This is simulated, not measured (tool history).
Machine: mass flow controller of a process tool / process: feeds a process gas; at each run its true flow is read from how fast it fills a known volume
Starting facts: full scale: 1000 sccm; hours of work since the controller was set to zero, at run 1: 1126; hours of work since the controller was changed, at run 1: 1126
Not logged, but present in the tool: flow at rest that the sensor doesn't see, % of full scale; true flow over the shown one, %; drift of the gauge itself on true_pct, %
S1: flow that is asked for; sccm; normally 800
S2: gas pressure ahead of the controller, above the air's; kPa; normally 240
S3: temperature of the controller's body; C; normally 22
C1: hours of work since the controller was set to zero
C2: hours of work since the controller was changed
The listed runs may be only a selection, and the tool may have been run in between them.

Run 1, hour 0: usual settings; C1 1126; C2 1126. Result: true flow (%) 98.96.
Run 2, hour 70.2: usual settings; C1 1178; C2 1178. Result: true flow (%) 98.89.
Run 3, hour 115.4: usual settings; C1 1211; C2 1211. Result: true flow (%) 98.79.
Run 4, hour 201.8: usual settings; C1 1275; C2 1275. Result: true flow (%) 98.79.
Run 5, hour 291.4: usual settings; C1 1342; C2 1342. Result: true flow (%) 98.59.
Run 6, hour 354: usual settings but S1 389 sccm; C1 1388; C2 1388. Result: true flow (%) 97.25.
Run 7, hour 446.8: usual settings but S1 389 sccm; C1 1457; C2 1457. Result: true flow (%) 97.02.
Run 8, hour 488.7: usual settings but S1 389 sccm; C1 1488; C2 1488. Result: true flow (%) 97.04.
Run 9, hour 575.7: usual settings but S1 367 sccm, S2 269 kPa, S3 36 C; C1 1553; C2 1553. Result: true flow (%) 97.95.
Run 10, hour 619.9: usual settings but S1 586 sccm, S2 191 kPa, S3 36 C; C1 1586; C2 1586. Result: true flow (%) 98.93.
Run 11, hour 678: usual settings but S1 113 sccm, S2 179 kPa, S3 28 C; C1 1629; C2 1629. Result: true flow (%) 96.72.
Run 12, hour 764.5: usual settings but S1 113 sccm, S2 179 kPa, S3 28 C; C1 1693; C2 1693. Result: true flow (%) 96.65.

3 ways to go on from here, each from the tool as it stands after run 12. What would each give?
Run A, hour 803: usual settings but S1 242 sccm, S2 179 kPa, S3 30 C; C1 1721; C2 1721. Result: true flow (%) ?.
Run B, hour 803: usual settings but S1 907 sccm, S2 147 kPa; C1 1721; C2 1721. Result: true flow (%) ?.
Run C, hour 803: usual settings but S2 216 kPa, S3 23 C; C1 1721; C2 1721. Result: true flow (%) ?.

run  true flow (%)
  A          97.13
  B          98.85
  C          98.25
With the hidden condition removed and each run's random variation left untouched, the same runs would have given:
run  true flow (%)
  A          97.95
  B          99.68
  C          99.07

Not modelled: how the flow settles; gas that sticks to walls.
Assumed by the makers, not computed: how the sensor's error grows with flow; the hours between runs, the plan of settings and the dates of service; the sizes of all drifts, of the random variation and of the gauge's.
